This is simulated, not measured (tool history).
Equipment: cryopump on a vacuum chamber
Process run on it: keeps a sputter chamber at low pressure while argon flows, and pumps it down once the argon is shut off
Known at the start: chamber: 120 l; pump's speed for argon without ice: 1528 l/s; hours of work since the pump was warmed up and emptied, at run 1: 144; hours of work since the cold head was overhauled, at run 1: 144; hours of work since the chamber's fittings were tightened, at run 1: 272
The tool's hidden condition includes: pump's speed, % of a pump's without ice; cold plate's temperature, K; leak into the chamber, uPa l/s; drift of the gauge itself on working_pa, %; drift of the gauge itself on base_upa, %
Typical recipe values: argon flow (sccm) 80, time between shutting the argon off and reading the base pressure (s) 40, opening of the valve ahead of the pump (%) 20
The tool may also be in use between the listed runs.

| run | hour | argon flow (sccm) | time between shutting the argon off and reading the base pressure (s) | opening of the valve ahead of the pump (%) | hours of work since the pump was warmed up and emptied | hours of work since the cold head was overhauled | hours of work since the chamber's fittings were tightened | pressure while argon flows (Pa) | pressure after the wait (uPa) |
|---|---|---|---|---|---|---|---|---|---|
| 1 | 0 | 80 | 40 | 20 | 144 | 144 | 272 | 0.451 | 1.04 |
| 2 | 8.9 | 80 | 40 | 20 | 148 | 148 | 276 | 0.4512 | 1.07 |
| 3 | 22.1 | 80 | 40 | 20 | 154 | 154 | 282 | 0.4533 | 1.06 |
| 4 | 36.9 | 56 | 40 | 20 | 161 | 161 | 289 | 0.3178 | 1.1 |
| 5 | 52.6 | 80 | 40 | 20 | 168 | 168 | 297 | 0.4553 | 1.08 |
| 6 | 72.6 | 80 | 40 | 20 | 178 | 178 | 306 | 0.4552 | 1.08 |
| 7 | 82.8 | 80 | 40 | 35 | 182 | 182 | 311 | 0.2645 | 1.06 |
| 8 | 103.6 | 80 | 40 | 35 | 192 | 192 | 320 | 0.2673 | 1.11 |
| 9 | 118.9 | 37 | 40 | 20 | 199 | 199 | 328 | 0.2112 | 1.11 |
| 10 | 138.6 | 37 | 40 | 20 | 208 | 208 | 337 | 0.2111 | 1.07 |
| 11 | 154.7 | 37 | 40 | 20 | 216 | 216 | 344 | 0.2108 | 1.13 |
| 12 | 176.1 | 80 | 40 | 20 | 226 | 226 | 354 | 0.4578 | 1.09 |
| 13 | 198.1 | 80 | 40 | 20 | 236 | 236 | 365 | 0.4614 | 1.16 |
| 14 | 214.8 | 80 | 40 | 20 | 244 | 244 | 372 | 0.461 | 1.13 |
| 15 | 229.4 | 80 | 40 | 20 | 251 | 251 | 379 | 0.4602 | 1.14 |
| 16 | 242.4 | 64 | 27 | 17 | 257 | 257 | 385 | 0.4295 | 1.49 |
| 17 | 251.5 | 158 | 92 | 17 | 261 | 261 | 390 | 1.0665 | 0.81 |
| 18 | 273.7 | 158 | 44 | 28 | 272 | 272 | 400 | 0.6641 | 1.14 |
| 19 | 290.4 | 158 | 44 | 28 | 279 | 279 | 408 | 0.6654 | 1.14 |
| 20 | 308.6 | 38 | 44 | 25 | 288 | 288 | 416 | 0.1776 | 1.15 |
| 21 | 328 | 38 | 44 | 25 | 297 | 297 | 425 | 0.1782 | 1.12 |
| 22 | 347.7 | 38 | 44 | 25 | 306 | 306 | 434 | 0.1778 | 1.19 |
| 23 | 360.9 | 91 | 25 | 24 | 312 | 312 | 441 | 0.4452 | 1.58 |
| 24 | 376.7 | 97 | 223 | 18 | 320 | 320 | 448 | 0.6274 | 0.71 |
| 25 | 397.2 | 97 | 223 | 44 | 329 | 329 | 458 | 0.2764 | 0.77 |
| 26 | 418.8 | 97 | 223 | 44 | 339 | 339 | 468 | 0.2773 | 0.78 |
| 27 | 433.9 | 97 | 223 | 44 | 346 | 346 | 475 | 0.2778 | 0.77 |

5 ways to go on from here, each from the tool as it stands after run 27. What would each give?
| A | 442.9 | 40 | 223 | 44 | 351 | 351 | 479 | ? | ? |
| B | 442.9 | 48 | 64 | 20 | 351 | 351 | 479 | ? | ? |
| C | 442.9 | 64 | 28 | 20 | 351 | 351 | 479 | ? | ? |
| D | 442.9 | 40 | 71 | 20 | 351 | 351 | 479 | ? | ? |
| E | 442.9 | 97 | 22 | 18 | 351 | 351 | 479 | ? | ? |

| run | pressure while argon flows (Pa) | pressure after the wait (uPa) |
|---|---|---|
| A | 0.1134 | 0.8 |
| B | 0.2816 | 1.1 |
| C | 0.3755 | 1.56 |
| D | 0.2356 | 1 |
| E | 0.627 | 1.81 |
Take away the tool's hidden state, keep each run's random variation, and the runs would have read:
| run | pressure while argon flows (Pa) | pressure after the wait (uPa) |
|---|---|---|
| A | 0.0998 | 0.32 |
| B | 0.2653 | 0.61 |
| C | 0.3537 | 1.08 |
| D | 0.2219 | 0.52 |
| E | 0.5941 | 1.33 |
